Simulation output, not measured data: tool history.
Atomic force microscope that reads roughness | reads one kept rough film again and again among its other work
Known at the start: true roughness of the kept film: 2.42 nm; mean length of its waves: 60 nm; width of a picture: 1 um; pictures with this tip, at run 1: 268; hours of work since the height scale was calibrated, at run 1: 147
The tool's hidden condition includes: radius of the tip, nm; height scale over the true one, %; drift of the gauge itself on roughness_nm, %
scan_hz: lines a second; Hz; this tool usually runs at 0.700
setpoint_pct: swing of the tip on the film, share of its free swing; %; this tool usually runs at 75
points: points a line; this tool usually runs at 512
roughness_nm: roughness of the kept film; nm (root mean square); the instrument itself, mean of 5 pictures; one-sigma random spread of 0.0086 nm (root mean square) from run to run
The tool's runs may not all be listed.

run	hour	scan_hz	setpoint_pct	points	pictures with this tip	hours of work since the height scale was calibrated	roughness_nm
1	0.0	0.700	75	512	268	147	2.193
2	17.8	0.700	75	512	280	154	2.199
3	40.1	0.700	75	512	295	163	2.196
4	55.0	0.700	75	512	305	169	2.183
5	85.1	0.700	75	512	325	182	2.184
# hour 97.1: new tip fitted
6	110.3	0.700	88	512	9	192	2.204
7	135.0	0.700	88	512	26	202	2.188
8	151.3	0.700	75	429	37	209	2.270
9	178.8	0.700	75	512	56	221	2.281
10	194.2	0.700	75	512	66	227	2.257
11	216.7	0.700	74	512	81	236	2.256
12	246.0	0.700	75	847	101	248	2.244
13	273.2	0.700	75	512	119	260	2.265
14	296.7	0.700	75	512	135	269	2.251
15	311.4	0.700	75	512	145	275	2.256
# hour 314.1: height scale calibrated on a step standard
16	325.7	0.700	75	261	154	5	2.234
17	351.5	0.700	75	261	172	15	2.233
18	365.1	0.700	75	261	181	21	2.214
# hour 382.8: height scale calibrated on a step standard, once more
19	383.6	2.755	75	512	193	0	1.966

The next listed run, before its measurement:
20	400.3	2.755	75	512	204	7	?

{"run 20": {"roughness_nm": 1.955}}
Take away the tool's hidden state, keep the run-to-run variation as it was, and the same run would have given roughness_nm 2.018 nm (root mean square).

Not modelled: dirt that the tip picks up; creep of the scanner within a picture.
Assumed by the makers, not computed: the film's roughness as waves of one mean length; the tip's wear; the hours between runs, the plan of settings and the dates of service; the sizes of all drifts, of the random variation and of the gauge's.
